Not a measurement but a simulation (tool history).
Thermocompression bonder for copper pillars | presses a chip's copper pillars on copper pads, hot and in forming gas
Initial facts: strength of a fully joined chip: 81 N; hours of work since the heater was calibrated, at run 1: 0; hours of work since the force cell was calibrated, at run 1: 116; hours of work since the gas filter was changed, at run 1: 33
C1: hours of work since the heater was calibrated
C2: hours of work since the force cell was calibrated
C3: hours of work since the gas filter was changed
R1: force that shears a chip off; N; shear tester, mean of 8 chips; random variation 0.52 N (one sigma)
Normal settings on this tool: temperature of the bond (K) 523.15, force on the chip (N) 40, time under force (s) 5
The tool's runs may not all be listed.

run 1 hour=0.0 | temperature_of_the_bond_(K)=523.15 force_on_the_chip_(N)=40 time_under_force_(s)=5 | C1=0 C2=116 C3=33 | R1=35.0
run 2 hour=36.9 | temperature_of_the_bond_(K)=523.15 force_on_the_chip_(N)=40 time_under_force_(s)=5 | C1=16 C2=131 C3=49 | R1=35.2
run 3 hour=71.0 | temperature_of_the_bond_(K)=523.15 force_on_the_chip_(N)=43 time_under_force_(s)=5 | C1=30 C2=146 C3=63 | R1=37.1
run 4 hour=107.1 | temperature_of_the_bond_(K)=523.15 force_on_the_chip_(N)=43 time_under_force_(s)=5 | C1=46 C2=161 C3=79 | R1=37.1
run 5 hour=127.7 | temperature_of_the_bond_(K)=523.15 force_on_the_chip_(N)=36 time_under_force_(s)=5 | C1=54 C2=170 C3=88 | R1=32.0
run 6 hour=151.5 | temperature_of_the_bond_(K)=523.15 force_on_the_chip_(N)=36 time_under_force_(s)=5 | C1=65 C2=180 C3=98 | R1=32.3
run 7 hour=172.1 | temperature_of_the_bond_(K)=523.15 force_on_the_chip_(N)=40 time_under_force_(s)=5 | C1=73 C2=189 C3=107 | R1=35.2
run 8 hour=195.3 | temperature_of_the_bond_(K)=523.15 force_on_the_chip_(N)=40 time_under_force_(s)=5 | C1=83 C2=199 C3=116 | R1=34.5
run 9 hour=226.1 | temperature_of_the_bond_(K)=523.15 force_on_the_chip_(N)=40 time_under_force_(s)=14 | C1=96 C2=212 C3=130 | R1=49.4
run 10 hour=243.5 | temperature_of_the_bond_(K)=523.15 force_on_the_chip_(N)=40 time_under_force_(s)=14 | C1=104 C2=219 C3=137 | R1=50.2
run 11 hour=278.8 | temperature_of_the_bond_(K)=523.15 force_on_the_chip_(N)=40 time_under_force_(s)=14 | C1=119 C2=235 C3=152 | R1=49.5
run 12 hour=318.8 | temperature_of_the_bond_(K)=523.15 force_on_the_chip_(N)=40 time_under_force_(s)=14 | C1=136 C2=252 C3=169 | R1=48.3
run 13 hour=339.4 | temperature_of_the_bond_(K)=523.15 force_on_the_chip_(N)=40 time_under_force_(s)=5 | C1=145 C2=260 C3=178 | R1=35.1
run 14 hour=358.6 | temperature_of_the_bond_(K)=523.15 force_on_the_chip_(N)=40 time_under_force_(s)=5 | C1=153 C2=268 C3=186 | R1=35.4
-- hour=376.9 forming gas filter changed
run 15 hour=380.6 | temperature_of_the_bond_(K)=523.15 force_on_the_chip_(N)=40 time_under_force_(s)=5 | C1=162 C2=278 C3=2 | R1=35.7
run 16 hour=412.6 | temperature_of_the_bond_(K)=523.15 force_on_the_chip_(N)=40 time_under_force_(s)=4 | C1=176 C2=291 C3=15 | R1=32.0
run 17 hour=450.3 | temperature_of_the_bond_(K)=523.15 force_on_the_chip_(N)=30 time_under_force_(s)=5 | C1=192 C2=307 C3=31 | R1=28.0
run 18 hour=487.2 | temperature_of_the_bond_(K)=535.15 force_on_the_chip_(N)=40 time_under_force_(s)=5 | C1=207 C2=323 C3=47 | R1=40.8
run 19 hour=521.2 | temperature_of_the_bond_(K)=535.15 force_on_the_chip_(N)=40 time_under_force_(s)=5 | C1=222 C2=337 C3=61 | R1=40.6
run 20 hour=551.5 | temperature_of_the_bond_(K)=535.15 force_on_the_chip_(N)=40 time_under_force_(s)=5 | C1=235 C2=350 C3=74 | R1=41.3
run 21 hour=589.7 | temperature_of_the_bond_(K)=508.15 force_on_the_chip_(N)=59 time_under_force_(s)=7 | C1=251 C2=367 C3=91 | R1=44.3
run 22 hour=608.5 | temperature_of_the_bond_(K)=523.15 force_on_the_chip_(N)=40 time_under_force_(s)=6 | C1=259 C2=375 C3=99 | R1=36.8
run 23 hour=648.8 | temperature_of_the_bond_(K)=548.15 force_on_the_chip_(N)=29 time_under_force_(s)=13 | C1=276 C2=392 C3=116 | R1=50.6
run 24 hour=681.1 | temperature_of_the_bond_(K)=513.15 force_on_the_chip_(N)=40 time_under_force_(s)=5 | C1=290 C2=406 C3=130 | R1=30.8
run 25 hour=721.5 | temperature_of_the_bond_(K)=523.15 force_on_the_chip_(N)=42 time_under_force_(s)=13 | C1=307 C2=423 C3=147 | R1=50.4
run 26 hour=743.9 | temperature_of_the_bond_(K)=523.15 force_on_the_chip_(N)=38 time_under_force_(s)=5 | C1=317 C2=432 C3=156 | R1=34.4
run 27 hour=777.0 | temperature_of_the_bond_(K)=523.15 force_on_the_chip_(N)=38 time_under_force_(s)=5 | C1=331 C2=446 C3=170 | R1=33.6
run 28 hour=799.2 | temperature_of_the_bond_(K)=523.15 force_on_the_chip_(N)=38 time_under_force_(s)=5 | C1=340 C2=456 C3=180 | R1=33.5
-- hour=834.1 forming gas filter changed
run 29 hour=834.1 | temperature_of_the_bond_(K)=514.15 force_on_the_chip_(N)=43 time_under_force_(s)=5 | C1=355 C2=471 C3=0 | R1=32.7
run 30 hour=852.1 | temperature_of_the_bond_(K)=539.15 force_on_the_chip_(N)=32 time_under_force_(s)=13 | C1=362 C2=478 C3=8 | R1=50.1
run 31 hour=880.0 | temperature_of_the_bond_(K)=520.15 force_on_the_chip_(N)=40 time_under_force_(s)=4 | C1=374 C2=490 C3=20 | R1=31.5
run 32 hour=906.7 | temperature_of_the_bond_(K)=520.15 force_on_the_chip_(N)=40 time_under_force_(s)=4 | C1=386 C2=501 C3=31 | R1=31.2
run 33 hour=943.1 | temperature_of_the_bond_(K)=520.15 force_on_the_chip_(N)=40 time_under_force_(s)=4 | C1=401 C2=517 C3=46 | R1=31.9
run 34 hour=967.3 | temperature_of_the_bond_(K)=515.15 force_on_the_chip_(N)=40 time_under_force_(s)=3 | C1=412 C2=527 C3=57 | R1=25.5
run 35 hour=999.5 | temperature_of_the_bond_(K)=543.15 force_on_the_chip_(N)=51 time_under_force_(s)=4 | C1=425 C2=541 C3=70 | R1=49.1
run 36 hour=1019.2 | temperature_of_the_bond_(K)=527.15 force_on_the_chip_(N)=40 time_under_force_(s)=5 | C1=434 C2=549 C3=79 | R1=36.7
run 37 hour=1059.9 | temperature_of_the_bond_(K)=527.15 force_on_the_chip_(N)=40 time_under_force_(s)=5 | C1=451 C2=567 C3=96 | R1=37.5
run 38 hour=1080.8 | temperature_of_the_bond_(K)=523.15 force_on_the_chip_(N)=27 time_under_force_(s)=5 | C1=460 C2=576 C3=105 | R1=25.2
run 39 hour=1112.0 | temperature_of_the_bond_(K)=523.15 force_on_the_chip_(N)=27 time_under_force_(s)=5 | C1=473 C2=589 C3=118 | R1=24.8
run 40 hour=1142.9 | temperature_of_the_bond_(K)=497.15 force_on_the_chip_(N)=30 time_under_force_(s)=5 | C1=486 C2=602 C3=132 | R1=19.2

Here are 3 independent what-if runs from the current tool condition. What would each one return?
run A hour=1164.8 | temperature_of_the_bond_(K)=497.15 force_on_the_chip_(N)=30 time_under_force_(s)=4 | C1=496 C2=611 C3=141 | R1=?
run B hour=1164.8 | temperature_of_the_bond_(K)=525.15 force_on_the_chip_(N)=40 time_under_force_(s)=4 | C1=496 C2=611 C3=141 | R1=?
run C hour=1164.8 | temperature_of_the_bond_(K)=511.15 force_on_the_chip_(N)=30 time_under_force_(s)=5 | C1=496 C2=611 C3=141 | R1=?

run=A R1=16.6
run=B R1=33.1
run=C R1=22.7
Take away the tool's hidden state, keep each run's random variation, and the runs would have read:
run=A R1=16.7
run=B R1=33.3
run=C R1=22.8
